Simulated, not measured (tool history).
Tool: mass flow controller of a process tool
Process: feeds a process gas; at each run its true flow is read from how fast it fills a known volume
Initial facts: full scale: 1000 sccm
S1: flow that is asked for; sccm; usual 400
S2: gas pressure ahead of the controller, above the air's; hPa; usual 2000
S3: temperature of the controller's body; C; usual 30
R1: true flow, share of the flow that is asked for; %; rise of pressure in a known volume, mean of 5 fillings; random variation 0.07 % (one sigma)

run	hour	S1	S2	S3	R1
1	0	400	2000	30	99.3
2	53.2	400	2000	30	99.43
3	149.6	400	2000	30	99.44
4	239.5	400	2000	30	99.34
5	334.4	400	2000	26	99.63
6	394.5	400	2000	34	99.32
7	434.2	400	2000	28	99.69
8	517.3	400	2000	34	99.25
9	613.5	400	2000	34	99.29
10	665.5	400	2000	34	99.23
11	754.6	400	2000	34	99.29
12	804.5	400	2000	34	99.24
13	894.6	400	2000	29	99.68
14	954.5	400	2000	29	99.67
15	1031.4	400	2000	29	99.69
16	1072.4	400	2000	29	99.75
17	1153.8	400	2000	33	99.55
18	1226.1	400	2000	33	99.48
19	1307.1	400	2000	33	99.58
20	1348.1	400	2070	30	99.81
21	1437.5	316	2000	22	100.13
22	1481.9	316	2000	22	100.26
23	1568.3	316	2000	22	100.14
24	1632.4	400	2000	30	99.9
25	1715.9	400	2000	30	99.87
26	1795.7	312	1970	30	99.9
27	1840.7	119	2630	32	99.81
28	1899.3	207	1550	25	99.91
29	1950	207	1550	25	99.94
30	2005.6	207	1550	25	100.04
31	2087.8	726	1550	33	99.89
32	2165.5	726	1550	33	99.94
33	2257.9	400	1480	30	99.78

4 options for the next run, each taken on its own from the tool as it stands now. Forecast them:
A	2329.5	171	1480	30	?
B	2329.5	569	1870	32	?
C	2329.5	154	2000	32	?
D	2329.5	193	1820	30	?

run	R1
A	99.74
B	100.1
C	99.81
D	99.94
Without the tool's unlogged condition, the same runs would have read:
run	R1
A	98.97
B	99.32
C	99.04
D	99.16

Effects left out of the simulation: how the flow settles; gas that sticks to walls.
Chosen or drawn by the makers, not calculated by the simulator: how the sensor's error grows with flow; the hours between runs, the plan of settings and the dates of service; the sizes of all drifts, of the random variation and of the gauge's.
